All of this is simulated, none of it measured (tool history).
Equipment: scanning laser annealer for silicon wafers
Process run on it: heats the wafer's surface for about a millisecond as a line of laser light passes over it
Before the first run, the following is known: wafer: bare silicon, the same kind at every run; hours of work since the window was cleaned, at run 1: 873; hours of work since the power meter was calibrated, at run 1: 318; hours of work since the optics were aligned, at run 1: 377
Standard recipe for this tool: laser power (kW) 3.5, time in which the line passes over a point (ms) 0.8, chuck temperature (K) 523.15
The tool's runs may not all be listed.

run   hour  laser power (kW)  time in which the line passes over a point (ms)  chuck temperature (K)  hours of work since the window was cleaned  hours of work since the power meter was calibrated  hours of work since the optics were aligned  highest temperature of the surface (K)
  1      0               3.5                                              0.8                 523.15                                         873                                                 318                                          377                                 1280.15
  2   28.3               3.5                                              0.8                 523.15                                         886                                                 331                                          390                                 1280.15
  3   53.1               3.5                                            0.622                 523.15                                         898                                                 342                                          401                                 1187.15
  4  102.5               3.5                                            0.622                 523.15                                         920                                                 365                                          424                                 1183.15
  5  145.2               3.5                                              0.8                 523.15                                         940                                                 385                                          443                                 1274.15
  6  201.9             3.802                                              0.8                 523.15                                         966                                                 410                                          469                                 1349.15
  7  227.5               3.5                                              0.8                 523.15                                         977                                                 422                                          481                                 1274.15
     254.4  -- window over the wafer cleaned
  8  278.4             3.192                                              0.8                 523.15                                          11                                                 445                                          503                                 1240.15
  9  331.2             3.192                                              0.8                 523.15                                          35                                                 469                                          527                                 1240.15
 10  374.3             3.192                                              0.8                 523.15                                          55                                                 488                                          547                                 1238.15
 11  414.6             3.192                                              0.8                 523.15                                          73                                                 507                                          566                                 1235.15
 12  470.6             3.192                                              0.8                 523.15                                          99                                                 532                                          591                                 1233.15
 13    514               3.5                                              0.8                 523.15                                         119                                                 552                                          611                                 1309.15
     520.5  -- laser's power meter calibrated
 14  546.9               3.5                                              0.8                 500.15                                         132                                                  12                                          625                                 1288.15
 15  596.9               3.5                                              0.8                 500.15                                         155                                                  35                                          648                                 1285.15
 16  624.9               3.5                                              0.8                 500.15                                         168                                                  48                                          660                                 1287.15

The next listed run, before its measurement:
 17  666.3               3.5                                              0.8                 500.15                                         187                                                  67                                          679                                       ?

highest temperature of the surface (K): 1283.15
The same run, on a tool lacking any hidden state, would have yielded highest temperature of the surface (K) 1308.15.
